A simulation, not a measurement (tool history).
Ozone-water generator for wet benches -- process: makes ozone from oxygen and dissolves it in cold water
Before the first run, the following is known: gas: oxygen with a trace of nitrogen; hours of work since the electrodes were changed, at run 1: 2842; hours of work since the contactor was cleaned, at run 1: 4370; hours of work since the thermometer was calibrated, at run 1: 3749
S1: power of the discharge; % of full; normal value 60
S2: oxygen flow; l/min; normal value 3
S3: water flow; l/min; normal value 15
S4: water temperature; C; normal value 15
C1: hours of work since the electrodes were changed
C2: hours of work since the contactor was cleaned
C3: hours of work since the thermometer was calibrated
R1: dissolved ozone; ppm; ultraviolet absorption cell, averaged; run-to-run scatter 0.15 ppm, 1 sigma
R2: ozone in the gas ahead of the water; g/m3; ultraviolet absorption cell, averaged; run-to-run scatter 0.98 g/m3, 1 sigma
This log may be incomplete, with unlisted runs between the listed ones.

Run 1, day 0: usual settings; C1 2842; C2 4370; C3 3749. Result: R1 15.1 ppm, R2 150.7 g/m3.
Run 2, day 5.796: usual settings but S4 12 C; C1 2967; C2 4495; C3 3874. Result: R1 15.8 ppm, R2 150.4 g/m3.
Run 3, day 8.783: usual settings but S4 11 C; C1 3031; C2 4559; C3 3939. Result: R1 15.5 ppm, R2 149.8 g/m3.
Run 4, day 12.558: usual settings but S1 66 % of full, S4 11 C; C1 3113; C2 4641; C3 4020. Result: R1 16.5 ppm, R2 155 g/m3.
Run 5, day 15.704: usual settings but S1 61 % of full; C1 3181; C2 4709; C3 4088. Result: R1 15.1 ppm, R2 147.6 g/m3.
Run 6, day 19.662: usual settings but S4 22 C; C1 3266; C2 4794; C3 4174. Result: R1 13.6 ppm, R2 146 g/m3.
Run 7, day 24.338: usual settings but S4 22 C; C1 3367; C2 4895; C3 4274. Result: R1 13.6 ppm, R2 146.5 g/m3.
At day 24.808: water thermometer calibrated.
Run 8, day 27.883: usual settings; C1 3443; C2 4971; C3 66. Result: R1 14.6 ppm, R2 145.4 g/m3.
Run 9, day 33.254: usual settings; C1 3559; C2 5087; C3 182. Result: R1 14.6 ppm, R2 146.2 g/m3.
Run 10, day 37.292: usual settings; C1 3646; C2 5174; C3 270. Result: R1 14.4 ppm, R2 144.5 g/m3.
At day 38.912: water thermometer calibrated, once more.
Run 11, day 42.225: usual settings; C1 3752; C2 5280; C3 71. Result: R1 14.4 ppm, R2 144.7 g/m3.
At day 43.2: contactor cleaned.
Run 12, day 47.358: usual settings; C1 3860; C2 90; C3 179. Result: R1 14.6 ppm, R2 143.5 g/m3.
Run 13, day 52.225: usual settings but S2 4.98 l/min, S3 10 l/min, S4 12 C; C1 3965; C2 195; C3 284. Result: R1 23.3 ppm, R2 117.8 g/m3.
Run 14, day 55.988: usual settings but S3 20 l/min; C1 4046; C2 276; C3 365. Result: R1 11.1 ppm, R2 142.4 g/m3.
Run 15, day 58.683: usual settings but S3 9 l/min, S4 7 C; C1 4104; C2 334; C3 423. Result: R1 24.6 ppm, R2 140.6 g/m3.
Run 16, day 64.496: usual settings but S4 7 C; C1 4230; C2 460; C3 549. Result: R1 15.8 ppm, R2 140.9 g/m3.
Run 17, day 67.421: usual settings but S2 5.38 l/min, S4 18 C; C1 4293; C2 523; C3 612. Result: R1 15.4 ppm, R2 112.2 g/m3.
Run 18, day 70.233: usual settings but S1 58 % of full; C1 4354; C2 584; C3 673. Result: R1 14.1 ppm, R2 136.5 g/m3.
Run 19, day 74.904: usual settings but S1 56 % of full, S2 4.47 l/min, S3 21 l/min, S4 14 C; C1 4455; C2 685; C3 774. Result: R1 11.3 ppm, R2 115.1 g/m3.

Predict each of these 3 candidate next runs independently; none follows another, all start after run 19:
Run A, day 78.05: usual settings but S1 56 % of full, S2 4.16 l/min, S3 21 l/min, S4 14 C; C1 4523; C2 753; C3 842. Result: R1 ?, R2 ?.
Run B, day 78.05: usual settings but S1 93 % of full, S2 3.24 l/min, S3 21 l/min; C1 4523; C2 753; C3 842. Result: R1 ?, R2 ?.
Run C, day 78.05: usual settings but S1 56 % of full, S2 1.59 l/min, S3 21 l/min, S4 9 C; C1 4523; C2 753; C3 842. Result: R1 ?, R2 ?.

run    R1     R2
  A  11.1  118.3
  B  12.8    163
  C   7.9  168.1
Stripped of hidden state, with their random variation kept, the same runs would have yielded:
run    R1     R2
  A  13.7  143.8
  B  16.7  209.3
  C   9.8  204.3

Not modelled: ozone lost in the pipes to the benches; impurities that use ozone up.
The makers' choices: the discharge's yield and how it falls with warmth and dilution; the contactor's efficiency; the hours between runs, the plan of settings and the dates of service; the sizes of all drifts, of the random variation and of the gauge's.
